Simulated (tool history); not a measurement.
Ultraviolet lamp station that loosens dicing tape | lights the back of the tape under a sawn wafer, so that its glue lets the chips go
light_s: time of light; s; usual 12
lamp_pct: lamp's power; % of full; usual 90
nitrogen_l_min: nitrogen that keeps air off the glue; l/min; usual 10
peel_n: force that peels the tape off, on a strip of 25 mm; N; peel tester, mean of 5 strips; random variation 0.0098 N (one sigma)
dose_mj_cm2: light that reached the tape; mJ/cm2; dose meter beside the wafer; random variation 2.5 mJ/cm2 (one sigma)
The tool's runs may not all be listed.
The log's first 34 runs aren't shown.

run	hour	light_s	lamp_pct	nitrogen_l_min	hours of work of the lamp	hours of work since the window was cleaned	peel_n	dose_mj_cm2
35	530.3	11	78	10	301	476	0.644	238
36	551.2	11	78	4	310	486	1.081	236
37	571.8	12	90	11	320	495	0.398	299
38	588.4	19	66	10	327	503	0.334	345
39	598.3	13	88	13	332	507	0.345	316
40	612.2	9	85	10	338	513	0.735	215
41	623.4	8	81	4	343	518	1.572	182
42	643.5	24	61	10	352	528	0.266	402
43	664.3	12	80	6	362	537	0.718	265

4 ways to go on from here, each from the tool as it stands after run 43. What would each give?
A	682.4	15	92	4	370	545	?	?
B	682.4	18	66	6	370	545	?	?
C	682.4	11	84	9	370	545	?	?
D	682.4	24	80	6	370	545	?	?

run	peel_n	dose_mj_cm2
A	0.498	383
B	0.509	329
C	0.592	250
D	0.251	530
Without the tool's hidden state the same runs would have given:
run	peel_n	dose_mj_cm2
A	0.495	385
B	0.506	330
C	0.589	251
D	0.250	532
